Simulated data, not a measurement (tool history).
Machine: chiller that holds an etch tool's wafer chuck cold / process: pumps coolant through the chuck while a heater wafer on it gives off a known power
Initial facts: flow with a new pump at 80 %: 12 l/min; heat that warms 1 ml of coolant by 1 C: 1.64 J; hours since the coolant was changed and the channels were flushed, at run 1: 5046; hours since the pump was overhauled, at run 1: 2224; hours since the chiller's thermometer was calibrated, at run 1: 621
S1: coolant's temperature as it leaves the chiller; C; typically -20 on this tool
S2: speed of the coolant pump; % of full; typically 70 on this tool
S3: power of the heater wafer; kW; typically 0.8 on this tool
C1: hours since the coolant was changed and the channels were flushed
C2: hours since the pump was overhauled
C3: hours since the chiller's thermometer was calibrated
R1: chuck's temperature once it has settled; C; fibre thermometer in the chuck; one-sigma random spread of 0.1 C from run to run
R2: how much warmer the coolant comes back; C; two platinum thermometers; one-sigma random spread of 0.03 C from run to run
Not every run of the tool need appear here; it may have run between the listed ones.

run      day   S1  S2     S3    C1    C2    C3     R1    R2
  1        0  -20  70    0.8  5046  2224   621  -11.9  2.89
  2    3.296  -20  70    0.8  5125  2304   700  -11.9  2.86
  3    6.592  -20  70    0.8  5204  2383   779  -11.7  2.84
  4   13.108  -20  70    0.8  5361  2539   936  -11.7  2.94
  5   19.946  -20  70    0.8  5525  2703  1100  -11.6  2.89
  6   25.875  -20  70    0.8  5667  2845  1242  -11.9  2.89
  7   31.683  -21  70    0.8  5806  2985  1381  -12.7  2.92
  8   36.996  -20  70    0.8  5934  3112  1509  -11.7  2.94
      40.912  -- coolant changed, channels flushed
  9   41.292  -20  70    0.8     9  3209  1606  -11.8  2.93
 10   47.938  -20  70    0.8   169  3369  1766  -11.9  2.98
 11   53.004  -20  77    0.8   290  3491  1887  -12.2  2.67
 12     58.9  -18  87   0.41   432  3632  2029  -14.3  1.29
 13   64.633  -18  87   0.41   569  3770  2166  -14.3  1.34
 14   68.921  -17  71  0.462   672  3873  2269  -12.5  1.78
 15   74.812  -17  71  0.462   814  4014  2411  -12.4  1.76
 16     82.7  -22  85  0.877  1003  4203  2600  -13.7  2.69
 17   86.392  -10  82   1.05  1092  4292  2689   -0.3  3.31
 18   92.562  -15  72  1.073  1240  4440  2837   -4.1  3.89
 19   96.279  -15  61  1.073  1329  4529  2926   -3.1  4.67
 20  100.775  -15  61  1.073  1437  4637  3034   -3.1  4.66

Pick out some run-to-run changes in R2. Of each, how much would a tool without hidden state show as well, from the settings, what came in and chance, and how much is left for the hidden state and any gauge scatter not in both results compared?
The hidden state here: heat passed by the chuck's channels, % of clean ones'; flow at a given pump speed, % of a new pump's; coolant's true temperature over the reading, C; drift of the gauge itself on chuck_c, C; drift of the gauge itself on warmer_back_c, C.
Run 3 -> 4: settings left as they were, no log entry in between. R2 +0.1 C: hidden state +0.02, all else +0.08.
Run 7 -> 8: S1 -21 -> -20. R2 +0.02 C: hidden state +0.02, all else +0.
Run 11 -> 12: S1 -20 -> -18, S2 77 -> 87, S3 0.8 -> 0.41. R2 -1.38 C: hidden state +0.02, all else -1.4.
Run 15 -> 16: S1 -17 -> -22, S2 71 -> 85, S3 0.462 -> 0.877. R2 +0.93 C: hidden state +0.02, all else +0.91.
